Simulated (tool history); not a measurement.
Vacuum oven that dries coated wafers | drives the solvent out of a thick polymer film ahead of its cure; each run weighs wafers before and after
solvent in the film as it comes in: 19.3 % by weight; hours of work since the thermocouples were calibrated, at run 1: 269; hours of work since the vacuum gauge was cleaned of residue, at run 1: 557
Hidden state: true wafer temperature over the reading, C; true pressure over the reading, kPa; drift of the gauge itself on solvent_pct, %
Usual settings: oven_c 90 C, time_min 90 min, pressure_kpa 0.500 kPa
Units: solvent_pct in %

run,hour,oven_c,time_min,pressure_kpa,hours of work since the thermocouples were calibrated,hours of work since the vacuum gauge was cleaned of residue,solvent_pct
1,0.0,90,90,0.500,269,557,2.50
2,38.2,90,107,0.500,298,586,1.80
3,94.5,90,107,0.500,340,628,1.83
4,135.5,90,107,0.500,371,659,1.83
5,173.6,90,107,0.500,400,688,1.88
6,205.9,90,107,0.500,424,712,1.81
7,272.3,90,90,0.500,474,762,2.51
8,337.5,90,90,0.348,523,811,2.54
9,372.5,90,90,0.684,549,837,2.62
10,430.4,90,90,0.684,593,881,2.64
11,494.7,90,90,0.684,641,929,2.60
12,557.5,90,90,0.684,689,977,2.54
13,600.7,90,90,0.500,721,1009,2.50
# hour 663.6: oven's thermocouples calibrated
14,663.6,90,90,0.500,0,1055,2.54
15,729.5,77,90,0.500,50,1104,5.31
16,793.4,90,90,1.532,98,1153,3.04
17,841.1,90,90,0.500,134,1188,2.58
18,882.5,90,90,0.500,165,1220,2.50
19,916.3,90,90,0.500,190,1245,2.56
20,967.5,90,90,0.500,229,1284,2.56
# hour 973.9: vacuum gauge cleaned of residue and calibrated
21,1001.8,90,90,0.500,253,21,2.44
22,1040.4,90,90,0.500,282,50,2.47
23,1103.6,93,90,0.500,330,98,1.98
24,1147.0,93,90,0.500,363,130,2.07
25,1196.9,105,154,0.500,400,168,0.23
26,1228.8,75,47,0.500,424,192,9.23
27,1261.0,90,51,0.314,448,216,5.33
28,1313.3,90,90,0.314,488,255,2.42
29,1343.5,90,151,0.753,510,278,1.08
30,1398.9,90,151,0.753,552,320,1.06
31,1456.5,90,151,0.753,595,363,1.06
32,1487.2,83,135,1.319,618,386,2.70
33,1540.4,78,118,0.305,658,426,3.56
34,1603.1,78,118,0.305,706,473,3.47
35,1652.0,90,90,0.917,742,510,2.70
# hour 1685.6: oven's thermocouples calibrated
36,1707.9,82,90,0.917,17,551,4.37
37,1752.1,90,80,0.592,50,584,3.12
38,1816.6,90,92,1.735,99,632,3.14
39,1865.5,90,141,0.427,135,669,1.09
40,1906.5,90,141,0.427,166,700,1.03
41,1937.9,90,141,0.427,190,724,1.03
42,1967.3,90,141,0.427,212,746,1.06
43,1996.3,76,90,0.427,234,768,5.38
44,2035.5,90,90,0.335,263,797,2.45
45,2083.4,102,62,0.416,299,833,2.10
46,2113.3,102,135,0.370,322,856,0.36
47,2142.1,97,50,0.550,343,877,4.06

3 ways to go on from here, each from the tool as it stands after run 47. What would each give?
A,2208.3,89,150,0.254,393,927,?
B,2208.3,90,95,0.635,393,927,?
C,2208.3,90,131,0.292,393,927,?

run,solvent_pct
A,0.84
B,2.33
C,1.16
Without the tool's hidden state the same runs would have given:
run,solvent_pct
A,0.82
B,2.31
C,1.14
